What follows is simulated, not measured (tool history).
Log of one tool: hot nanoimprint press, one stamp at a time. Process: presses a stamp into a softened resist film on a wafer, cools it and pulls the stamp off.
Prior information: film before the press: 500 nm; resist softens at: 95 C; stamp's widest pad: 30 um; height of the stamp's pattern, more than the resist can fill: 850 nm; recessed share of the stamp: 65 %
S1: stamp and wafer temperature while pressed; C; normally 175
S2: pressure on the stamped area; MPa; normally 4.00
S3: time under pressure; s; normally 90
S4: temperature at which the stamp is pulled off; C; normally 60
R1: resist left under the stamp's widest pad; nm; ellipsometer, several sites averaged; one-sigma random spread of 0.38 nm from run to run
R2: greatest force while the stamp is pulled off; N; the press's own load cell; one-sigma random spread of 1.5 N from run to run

run 1 hour=0.0 | S1=175 S2=4.00 S3=90 S4=60 | R1=251.0 R2=114
run 2 hour=7.6 | S1=175 S2=4.00 S3=90 S4=60 | R1=251.2 R2=115
run 3 hour=15.8 | S1=175 S2=4.00 S3=90 S4=60 | R1=251.8 R2=114
run 4 hour=20.8 | S1=175 S2=4.00 S3=90 S4=60 | R1=252.2 R2=113
run 5 hour=25.8 | S1=175 S2=4.00 S3=90 S4=60 | R1=252.5 R2=115
run 6 hour=37.1 | S1=175 S2=4.00 S3=90 S4=60 | R1=253.1 R2=113
run 7 hour=45.7 | S1=175 S2=4.00 S3=90 S4=60 | R1=254.1 R2=116
run 8 hour=54.9 | S1=175 S2=4.00 S3=90 S4=60 | R1=254.4 R2=116
run 9 hour=60.6 | S1=175 S2=4.00 S3=90 S4=60 | R1=255.3 R2=114
run 10 hour=69.4 | S1=163 S2=4.00 S3=90 S4=60 | R1=355.0 R2=115
run 11 hour=75.9 | S1=163 S2=4.00 S3=90 S4=51 | R1=356.2 R2=132
run 12 hour=86.2 | S1=175 S2=4.00 S3=90 S4=60 | R1=257.2 R2=115
run 13 hour=94.4 | S1=175 S2=4.00 S3=90 S4=60 | R1=257.7 R2=115
-- hour=95.9 gauge calibrated
run 14 hour=105.4 | S1=175 S2=4.00 S3=90 S4=60 | R1=251.4 R2=116
run 15 hour=116.2 | S1=175 S2=4.00 S3=90 S4=60 | R1=252.3 R2=118
run 16 hour=126.4 | S1=182 S2=4.00 S3=90 S4=54 | R1=208.1 R2=126
run 17 hour=135.8 | S1=182 S2=4.00 S3=90 S4=54 | R1=208.5 R2=124
run 18 hour=146.1 | S1=175 S2=2.63 S3=90 S4=60 | R1=309.1 R2=114
run 19 hour=156.1 | S1=166 S2=3.20 S3=90 S4=46 | R1=356.4 R2=148
run 20 hour=161.9 | S1=166 S2=4.38 S3=90 S4=46 | R1=315.9 R2=149
run 21 hour=169.9 | S1=166 S2=4.38 S3=90 S4=46 | R1=317.8 R2=145
run 22 hour=176.4 | S1=185 S2=4.15 S3=80 S4=63 | R1=198.6 R2=107
run 23 hour=181.6 | S1=175 S2=2.60 S3=48 S4=67 | R1=367.8 R2=97
run 24 hour=188.9 | S1=175 S2=2.60 S3=48 S4=67 | R1=368.5 R2=100
run 25 hour=194.7 | S1=181 S2=6.06 S3=155 S4=46 | R1=141.4 R2=145
run 26 hour=200.9 | S1=181 S2=6.06 S3=155 S4=61 | R1=141.5 R2=110
run 27 hour=211.1 | S1=175 S2=4.00 S3=62 S4=47 | R1=291.1 R2=143
run 28 hour=219.6 | S1=175 S2=4.00 S3=62 S4=47 | R1=292.6 R2=141
run 29 hour=227.6 | S1=183 S2=4.72 S3=63 S4=60 | R1=216.7 R2=114

Branching from run 29: 4 alternative next runs. What would each branch give?
run A hour=236.1 | S1=183 S2=4.72 S3=64 S4=60 | R1=? R2=?
run B hour=236.1 | S1=184 S2=4.38 S3=90 S4=60 | R1=? R2=?
run C hour=236.1 | S1=167 S2=4.72 S3=51 S4=60 | R1=? R2=?
run D hour=236.1 | S1=183 S2=4.72 S3=107 S4=60 | R1=? R2=?

run=A R1=216.6 R2=113
run=B R1=192.8 R2=116
run=C R1=355.1 R2=119
run=D R1=179.2 R2=113
Without the tool's hidden state the same runs would have given:
run=A R1=208.2 R2=112
run=B R1=185.3 R2=114
run=C R1=341.3 R2=118
run=D R1=172.2 R2=112

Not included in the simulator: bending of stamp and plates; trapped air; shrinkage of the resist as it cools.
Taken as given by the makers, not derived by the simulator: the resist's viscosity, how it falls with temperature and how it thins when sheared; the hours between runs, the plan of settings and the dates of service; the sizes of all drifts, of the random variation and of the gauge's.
